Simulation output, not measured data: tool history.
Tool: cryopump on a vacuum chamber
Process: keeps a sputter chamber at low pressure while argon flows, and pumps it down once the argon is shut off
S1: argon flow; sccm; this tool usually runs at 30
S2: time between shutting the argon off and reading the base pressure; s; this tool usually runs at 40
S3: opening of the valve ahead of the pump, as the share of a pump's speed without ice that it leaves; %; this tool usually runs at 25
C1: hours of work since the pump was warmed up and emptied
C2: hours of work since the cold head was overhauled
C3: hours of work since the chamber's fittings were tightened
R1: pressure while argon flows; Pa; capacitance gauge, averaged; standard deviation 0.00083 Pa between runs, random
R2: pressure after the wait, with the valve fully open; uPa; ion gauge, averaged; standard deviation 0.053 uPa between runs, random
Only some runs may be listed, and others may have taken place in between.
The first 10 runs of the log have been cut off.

{"run": 11, "day": 7.871, "S1": 30, "S2": 40, "S3": 37, "C1": 89, "C2": 579, "C3": 3485, "R1": 0.1144, "R2": 5.83}
{"run": 12, "day": 8.479, "S1": 30, "S2": 40, "S3": 25, "C1": 102, "C2": 592, "C3": 3498, "R1": 0.1684, "R2": 5.74}
{"run": 13, "day": 9.562, "S1": 30, "S2": 40, "S3": 25, "C1": 124, "C2": 615, "C3": 3521, "R1": 0.1696, "R2": 5.78}
{"run": 14, "day": 10.196, "S1": 30, "S2": 40, "S3": 25, "C1": 138, "C2": 628, "C3": 3534, "R1": 0.1704, "R2": 5.88}
{"run": 15, "day": 11.279, "S1": 30, "S2": 40, "S3": 25, "C1": 161, "C2": 651, "C3": 3557, "R1": 0.1688, "R2": 6.07}
{"run": 16, "day": 12.179, "S1": 30, "S2": 40, "S3": 25, "C1": 180, "C2": 670, "C3": 3576, "R1": 0.1695, "R2": 5.89}
{"run": 17, "day": 12.908, "S1": 30, "S2": 40, "S3": 32, "C1": 195, "C2": 686, "C3": 3592, "R1": 0.1331, "R2": 6.07}
{"run": 18, "day": 13.6, "S1": 51, "S2": 34, "S3": 32, "C1": 209, "C2": 700, "C3": 3606, "R1": 0.2275, "R2": 6.49}
{"run": 19, "day": 14.104, "S1": 27, "S2": 58, "S3": 15, "C1": 220, "C2": 711, "C3": 3617, "R1": 0.2547, "R2": 5.16}
{"run": 20, "day": 15.279, "S1": 47, "S2": 165, "S3": 24, "C1": 245, "C2": 736, "C3": 3642, "R1": 0.2785, "R2": 3.73}
{"run": 21, "day": 16.338, "S1": 30, "S2": 106, "S3": 25, "C1": 267, "C2": 758, "C3": 3664, "R1": 0.1718, "R2": 4.23}
{"run": 22, "day": 16.908, "S1": 31, "S2": 23, "S3": 17, "C1": 279, "C2": 770, "C3": 3676, "R1": 0.2602, "R2": 8.6}
{"run": 23, "day": 17.429, "S1": 31, "S2": 23, "S3": 17, "C1": 290, "C2": 781, "C3": 3687, "R1": 0.2606, "R2": 8.22}
{"run": 24, "day": 17.958, "S1": 12, "S2": 37, "S3": 24, "C1": 301, "C2": 792, "C3": 3698, "R1": 0.0722, "R2": 6.45}
{"run": 25, "day": 18.567, "S1": 12, "S2": 37, "S3": 24, "C1": 314, "C2": 805, "C3": 3711, "R1": 0.0723, "R2": 6.59}
{"run": 26, "day": 19.225, "S1": 12, "S2": 49, "S3": 22, "C1": 328, "C2": 819, "C3": 3725, "R1": 0.0765, "R2": 5.88}
{"run": 27, "day": 19.838, "S1": 12, "S2": 157, "S3": 34, "C1": 341, "C2": 832, "C3": 3738, "R1": 0.0518, "R2": 4.19}
{"run": 28, "day": 20.629, "S1": 24, "S2": 37, "S3": 16, "C1": 358, "C2": 848, "C3": 3754, "R1": 0.2143, "R2": 6.64}
{"run": 29, "day": 21.546, "S1": 30, "S2": 40, "S3": 51, "C1": 377, "C2": 868, "C3": 3774, "R1": 0.0899, "R2": 6.5}
{"run": 30, "day": 22.279, "S1": 30, "S2": 64, "S3": 25, "C1": 393, "C2": 883, "C3": 3789, "R1": 0.1754, "R2": 5.37}
{"run": 31, "day": 23.383, "S1": 30, "S2": 170, "S3": 38, "C1": 416, "C2": 907, "C3": 3813, "R1": 0.1182, "R2": 4.15}
{"run": 32, "day": 23.892, "S1": 23, "S2": 64, "S3": 25, "C1": 427, "C2": 917, "C3": 3823, "R1": 0.1355, "R2": 5.46}
{"run": 33, "day": 24.679, "S1": 23, "S2": 114, "S3": 26, "C1": 443, "C2": 934, "C3": 3840, "R1": 0.1305, "R2": 4.74}

Consider 3 possible next runs. They are alternatives, not a sequence: every one starts from the tool as it was left by run 33. What does each give?
{"run": "A", "day": 25.604, "S1": 14, "S2": 40, "S3": 25, "C1": 463, "C2": 953, "C3": 3859, "R1": "?", "R2": "?"}
{"run": "B", "day": 25.604, "S1": 25, "S2": 104, "S3": 37, "C1": 463, "C2": 953, "C3": 3859, "R1": "?", "R2": "?"}
{"run": "C", "day": 25.604, "S1": 42, "S2": 45, "S3": 25, "C1": 463, "C2": 953, "C3": 3859, "R1": "?", "R2": "?"}

run=A R1=0.0823 R2=6.6
run=B R1=0.1026 R2=4.87
run=C R1=0.2464 R2=6.37
With no hidden state in the tool, these same runs would have given:
run=A R1=0.0774 R2=3.2
run=B R1=0.0939 R2=1.41
run=C R1=0.2317 R2=2.95

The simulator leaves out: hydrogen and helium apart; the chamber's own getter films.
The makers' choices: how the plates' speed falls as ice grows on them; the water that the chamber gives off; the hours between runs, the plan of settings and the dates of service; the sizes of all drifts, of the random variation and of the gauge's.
